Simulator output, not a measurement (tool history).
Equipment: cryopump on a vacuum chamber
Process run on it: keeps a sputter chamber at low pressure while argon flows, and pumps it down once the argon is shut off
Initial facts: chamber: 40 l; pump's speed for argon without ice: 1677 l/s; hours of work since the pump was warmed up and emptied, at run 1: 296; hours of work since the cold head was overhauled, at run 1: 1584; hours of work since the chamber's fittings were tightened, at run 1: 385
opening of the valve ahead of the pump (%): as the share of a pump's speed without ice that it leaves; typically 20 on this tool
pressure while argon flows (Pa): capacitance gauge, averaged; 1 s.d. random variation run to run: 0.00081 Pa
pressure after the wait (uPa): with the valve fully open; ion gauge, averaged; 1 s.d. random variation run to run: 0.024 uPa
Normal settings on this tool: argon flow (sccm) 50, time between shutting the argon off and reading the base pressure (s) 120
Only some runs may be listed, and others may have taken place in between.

| run | hour | argon flow (sccm) | time between shutting the argon off and reading the base pressure (s) | opening of the valve ahead of the pump (%) | hours of work since the pump was warmed up and emptied | hours of work since the cold head was overhauled | hours of work since the chamber's fittings were tightened | pressure while argon flows (Pa) | pressure after the wait (uPa) |
|---|---|---|---|---|---|---|---|---|---|
| 1 | 0.0 | 50 | 120 | 20 | 296 | 1584 | 385 | 0.2579 | 1.25 |
| 2 | 67.0 | 50 | 120 | 20 | 334 | 1622 | 424 | 0.2582 | 1.30 |
| 3 | 158.6 | 50 | 120 | 20 | 387 | 1675 | 476 | 0.2603 | 1.40 |
| 4 | 218.5 | 50 | 120 | 20 | 421 | 1710 | 511 | 0.2612 | 1.44 |
| 5 | 288.2 | 50 | 120 | 20 | 462 | 1750 | 551 | 0.2605 | 1.49 |
| 6 | 332.8 | 50 | 120 | 20 | 487 | 1776 | 577 | 0.2614 | 1.52 |
| 7 | 373.9 | 71 | 120 | 20 | 511 | 1799 | 600 | 0.3725 | 1.54 |
| 8 | 419.3 | 71 | 120 | 20 | 537 | 1825 | 627 | 0.3714 | 1.47 |
| 9 | 474.8 | 71 | 120 | 20 | 569 | 1857 | 659 | 0.3729 | 1.57 |
|  | 532.5 | pump warmed up, emptied and cooled again |
| 10 | 568.2 | 71 | 120 | 31 | 21 | 1908 | 709 | 0.2338 | 1.53 |
| 11 | 624.0 | 20 | 120 | 20 | 53 | 1940 | 742 | 0.1020 | 1.48 |
| 12 | 675.5 | 20 | 120 | 20 | 82 | 1970 | 771 | 0.1025 | 1.57 |
| 13 | 720.9 | 20 | 120 | 20 | 108 | 1996 | 797 | 0.1028 | 1.61 |
| 14 | 759.4 | 20 | 120 | 20 | 131 | 2018 | 820 | 0.1025 | 1.64 |
| 15 | 830.9 | 33 | 120 | 20 | 172 | 2060 | 861 | 0.1687 | 1.71 |
| 16 | 879.3 | 33 | 120 | 20 | 200 | 2087 | 889 | 0.1692 | 1.71 |
| 17 | 925.8 | 33 | 120 | 58 | 226 | 2114 | 915 | 0.0613 | 1.69 |
| 18 | 971.9 | 38 | 58 | 16 | 253 | 2141 | 942 | 0.2435 | 2.43 |
| 19 | 1064.1 | 38 | 58 | 16 | 306 | 2194 | 995 | 0.2448 | 2.63 |
| 20 | 1145.4 | 38 | 58 | 16 | 353 | 2241 | 1042 | 0.2452 | 2.68 |

What does the tool deliver on the next run?
| 21 | 1184.0 | 38 | 58 | 16 | 375 | 2263 | 1064 | ? | ? |

pressure while argon flows (Pa): 0.2461
pressure after the wait (uPa): 2.69
Minus the tool's unlogged condition, the same run would have read pressure while argon flows (Pa) 0.2393, pressure after the wait (uPa) 1.65.

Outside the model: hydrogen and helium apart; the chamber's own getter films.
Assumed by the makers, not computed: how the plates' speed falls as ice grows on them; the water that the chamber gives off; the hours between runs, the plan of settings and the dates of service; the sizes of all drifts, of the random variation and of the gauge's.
